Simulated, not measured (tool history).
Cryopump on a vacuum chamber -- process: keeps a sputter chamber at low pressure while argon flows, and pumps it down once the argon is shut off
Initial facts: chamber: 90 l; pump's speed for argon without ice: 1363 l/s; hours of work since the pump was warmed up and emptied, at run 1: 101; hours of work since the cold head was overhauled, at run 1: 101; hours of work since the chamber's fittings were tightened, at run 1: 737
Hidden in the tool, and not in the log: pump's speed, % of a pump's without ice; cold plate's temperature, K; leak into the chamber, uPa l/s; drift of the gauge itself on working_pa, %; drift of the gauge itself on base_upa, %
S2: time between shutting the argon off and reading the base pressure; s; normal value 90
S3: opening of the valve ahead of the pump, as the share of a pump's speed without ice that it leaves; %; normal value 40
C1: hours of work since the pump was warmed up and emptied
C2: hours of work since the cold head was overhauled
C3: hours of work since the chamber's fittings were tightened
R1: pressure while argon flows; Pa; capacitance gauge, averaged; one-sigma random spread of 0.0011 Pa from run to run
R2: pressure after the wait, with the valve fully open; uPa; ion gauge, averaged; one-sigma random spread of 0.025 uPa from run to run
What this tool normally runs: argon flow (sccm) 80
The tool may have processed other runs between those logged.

{"run": 1, "hour": 0.0, "argon flow (sccm)": 80, "S2": 90, "S3": 40, "C1": 101, "C2": 101, "C3": 737, "R1": 0.2523, "R2": 1.48}
{"run": 2, "hour": 12.8, "argon flow (sccm)": 80, "S2": 90, "S3": 40, "C1": 107, "C2": 107, "C3": 743, "R1": 0.2555, "R2": 1.43}
{"run": 3, "hour": 20.2, "argon flow (sccm)": 80, "S2": 90, "S3": 40, "C1": 111, "C2": 111, "C3": 747, "R1": 0.2547, "R2": 1.52}
{"run": 4, "hour": 32.9, "argon flow (sccm)": 80, "S2": 171, "S3": 40, "C1": 117, "C2": 117, "C3": 753, "R1": 0.2551, "R2": 1.11}
{"run": 5, "hour": 41.0, "argon flow (sccm)": 38, "S2": 90, "S3": 40, "C1": 121, "C2": 121, "C3": 757, "R1": 0.122, "R2": 1.49}
{"run": 6, "hour": 55.0, "argon flow (sccm)": 38, "S2": 90, "S3": 36, "C1": 128, "C2": 128, "C3": 764, "R1": 0.1345, "R2": 1.51}
{"run": 7, "hour": 62.6, "argon flow (sccm)": 38, "S2": 90, "S3": 36, "C1": 131, "C2": 131, "C3": 767, "R1": 0.1352, "R2": 1.46}
{"run": 8, "hour": 77.6, "argon flow (sccm)": 50, "S2": 90, "S3": 40, "C1": 138, "C2": 138, "C3": 774, "R1": 0.1597, "R2": 1.5}
{"run": 9, "hour": 90.8, "argon flow (sccm)": 50, "S2": 90, "S3": 40, "C1": 145, "C2": 145, "C3": 781, "R1": 0.1599, "R2": 1.53}
{"run": 10, "hour": 102.4, "argon flow (sccm)": 50, "S2": 90, "S3": 40, "C1": 150, "C2": 150, "C3": 786, "R1": 0.1589, "R2": 1.49}
{"run": 11, "hour": 110.9, "argon flow (sccm)": 80, "S2": 90, "S3": 42, "C1": 154, "C2": 154, "C3": 790, "R1": 0.2441, "R2": 1.51}
{"run": 12, "hour": 122.5, "argon flow (sccm)": 80, "S2": 90, "S3": 42, "C1": 160, "C2": 160, "C3": 796, "R1": 0.245, "R2": 1.48}
{"run": 13, "hour": 129.8, "argon flow (sccm)": 80, "S2": 90, "S3": 42, "C1": 163, "C2": 163, "C3": 799, "R1": 0.2455, "R2": 1.56}
{"run": 14, "hour": 137.2, "argon flow (sccm)": 80, "S2": 177, "S3": 40, "C1": 167, "C2": 167, "C3": 803, "R1": 0.257, "R2": 1.14}
{"run": 15, "hour": 145.2, "argon flow (sccm)": 80, "S2": 90, "S3": 40, "C1": 170, "C2": 170, "C3": 806, "R1": 0.2595, "R2": 1.51}
{"run": 16, "hour": 152.5, "argon flow (sccm)": 80, "S2": 90, "S3": 40, "C1": 174, "C2": 174, "C3": 810, "R1": 0.2569, "R2": 1.51}
{"run": 17, "hour": 165.3, "argon flow (sccm)": 43, "S2": 90, "S3": 40, "C1": 180, "C2": 180, "C3": 816, "R1": 0.1378, "R2": 1.53}
{"run": 18, "hour": 180.5, "argon flow (sccm)": 65, "S2": 44, "S3": 30, "C1": 187, "C2": 187, "C3": 823, "R1": 0.2765, "R2": 2.33}
{"run": 19, "hour": 194.4, "argon flow (sccm)": 76, "S2": 90, "S3": 36, "C1": 194, "C2": 194, "C3": 830, "R1": 0.2727, "R2": 1.54}
{"run": 20, "hour": 208.7, "argon flow (sccm)": 78, "S2": 159, "S3": 15, "C1": 201, "C2": 201, "C3": 837, "R1": 0.654, "R2": 1.27}
{"run": 21, "hour": 215.4, "argon flow (sccm)": 141, "S2": 43, "S3": 16, "C1": 204, "C2": 204, "C3": 840, "R1": 1.1089, "R2": 2.37}
{"run": 22, "hour": 222.2, "argon flow (sccm)": 48, "S2": 163, "S3": 52, "C1": 207, "C2": 207, "C3": 843, "R1": 0.1217, "R2": 1.26}
{"run": 23, "hour": 232.2, "argon flow (sccm)": 48, "S2": 163, "S3": 52, "C1": 212, "C2": 212, "C3": 848, "R1": 0.1214, "R2": 1.16}
{"run": 24, "hour": 242.2, "argon flow (sccm)": 40, "S2": 250, "S3": 52, "C1": 217, "C2": 217, "C3": 853, "R1": 0.1003, "R2": 1.07}
{"run": 25, "hour": 253.5, "argon flow (sccm)": 40, "S2": 250, "S3": 52, "C1": 222, "C2": 222, "C3": 858, "R1": 0.1017, "R2": 1.1}
{"run": 26, "hour": 260.8, "argon flow (sccm)": 117, "S2": 278, "S3": 48, "C1": 225, "C2": 225, "C3": 861, "R1": 0.3174, "R2": 1.08}
{"run": 27, "hour": 272.7, "argon flow (sccm)": 84, "S2": 44, "S3": 18, "C1": 231, "C2": 231, "C3": 867, "R1": 0.5902, "R2": 2.4}
{"run": 28, "hour": 279.0, "argon flow (sccm)": 84, "S2": 44, "S3": 18, "C1": 234, "C2": 234, "C3": 870, "R1": 0.5883, "R2": 2.32}
{"run": 29, "hour": 292.6, "argon flow (sccm)": 84, "S2": 22, "S3": 35, "C1": 241, "C2": 241, "C3": 877, "R1": 0.3116, "R2": 3.95}
{"run": 30, "hour": 305.9, "argon flow (sccm)": 55, "S2": 22, "S3": 34, "C1": 247, "C2": 247, "C3": 883, "R1": 0.209, "R2": 4.04}
{"run": 31, "hour": 314.6, "argon flow (sccm)": 55, "S2": 22, "S3": 34, "C1": 251, "C2": 251, "C3": 887, "R1": 0.2078, "R2": 4.11}
{"run": 32, "hour": 321.8, "argon flow (sccm)": 55, "S2": 22, "S3": 34, "C1": 255, "C2": 255, "C3": 891, "R1": 0.2098, "R2": 4.08}
{"run": 33, "hour": 334.2, "argon flow (sccm)": 55, "S2": 218, "S3": 18, "C1": 260, "C2": 260, "C3": 896, "R1": 0.387, "R2": 1.18}
{"run": 34, "hour": 341.4, "argon flow (sccm)": 80, "S2": 26, "S3": 25, "C1": 264, "C2": 264, "C3": 900, "R1": 0.4068, "R2": 3.45}

Pick out some run-to-run changes in R1. Of each, how much would a tool without hidden state show as well, from the settings, what came in and chance, and how much is left for the hidden state and any gauge scatter not in both results compared?
Run 19 -> 20: argon flow (sccm) 76 -> 78, S2 90 -> 159, S3 36 -> 15. R1 +0.3813 Pa: hidden state +0.0005, all else +0.3808.
Run 20 -> 21: argon flow (sccm) 78 -> 141, S2 159 -> 43, S3 15 -> 16. R1 +0.4549 Pa: hidden state +0.0081, all else +0.4468.
Run 21 -> 22: argon flow (sccm) 141 -> 48, S2 43 -> 163, S3 16 -> 52. R1 -0.9872 Pa: hidden state -0.0117, all else -0.9755.
Run 25 -> 26: argon flow (sccm) 40 -> 117, S2 250 -> 278, S3 52 -> 48. R1 +0.2157 Pa: hidden state +0.0109, all else +0.2048.

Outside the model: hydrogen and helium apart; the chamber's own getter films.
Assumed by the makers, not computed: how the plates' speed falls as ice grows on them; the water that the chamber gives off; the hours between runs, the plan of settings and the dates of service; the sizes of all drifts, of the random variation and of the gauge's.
